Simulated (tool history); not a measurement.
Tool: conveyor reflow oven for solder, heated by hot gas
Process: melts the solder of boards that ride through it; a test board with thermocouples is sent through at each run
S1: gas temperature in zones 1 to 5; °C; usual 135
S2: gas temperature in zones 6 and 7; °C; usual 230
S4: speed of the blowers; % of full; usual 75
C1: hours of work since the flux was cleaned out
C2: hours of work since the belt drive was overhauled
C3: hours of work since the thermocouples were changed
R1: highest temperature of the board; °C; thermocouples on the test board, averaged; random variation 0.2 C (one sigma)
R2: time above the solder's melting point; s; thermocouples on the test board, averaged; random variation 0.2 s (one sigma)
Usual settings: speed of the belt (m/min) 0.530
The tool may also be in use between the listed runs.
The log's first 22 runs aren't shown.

Run 23, hour 280.3: usual settings but S1 148 °C, S2 245 °C, speed of the belt (m/min) 0.586, S4 69 % of full; C1 70; C2 399; C3 884. Result: R1 232.1 °C, R2 75.7 s.
Run 24, hour 293.2: usual settings but S2 243 °C, S4 78 % of full; C1 76; C2 406; C3 890. Result: R1 233.7 °C, R2 79.5 s.
Run 25, hour 303.2: usual settings but S2 243 °C, speed of the belt (m/min) 0.477, S4 59 % of full; C1 81; C2 411; C3 895. Result: R1 232.8 °C, R2 87.6 s.
Run 26, hour 315.2: usual settings but S1 143 °C, S2 224 °C; C1 87; C2 417; C3 901. Result: R1 216.7 °C, R2 70.8 s.
Run 27, hour 326.4: usual settings but S1 139 °C, S2 224 °C, S4 79 % of full; C1 92; C2 422; C3 906. Result: R1 216.9 °C, R2 69.7 s.
Run 28, hour 337.4: usual settings but S1 139 °C, S2 224 °C, S4 79 % of full; C1 98; C2 428; C3 912. Result: R1 216.5 °C, R2 69.8 s.
Run 29, hour 350.0: usual settings but S1 139 °C, S2 224 °C, S4 79 % of full; C1 104; C2 434; C3 918. Result: R1 216.8 °C, R2 69.6 s.
Run 30, hour 357.8: usual settings but S1 134 °C, S2 243 °C; C1 108; C2 438; C3 922. Result: R1 232.5 °C, R2 79.2 s.
Run 31, hour 374.5: usual settings but S1 134 °C, S2 243 °C; C1 116; C2 446; C3 930. Result: R1 232.5 °C, R2 78.6 s.

Run 32 comes next. What will it give?
Run 32, hour 383.1: usual settings but S1 134 °C, S2 243 °C; C1 120; C2 450; C3 934. Result: R1 ?, R2 ?.

Run 32 gave R1 232.9 °C, R2 79.2 s.
Without the tool's hidden state the same run would have given R1 230.4 °C, R2 77.3 s.

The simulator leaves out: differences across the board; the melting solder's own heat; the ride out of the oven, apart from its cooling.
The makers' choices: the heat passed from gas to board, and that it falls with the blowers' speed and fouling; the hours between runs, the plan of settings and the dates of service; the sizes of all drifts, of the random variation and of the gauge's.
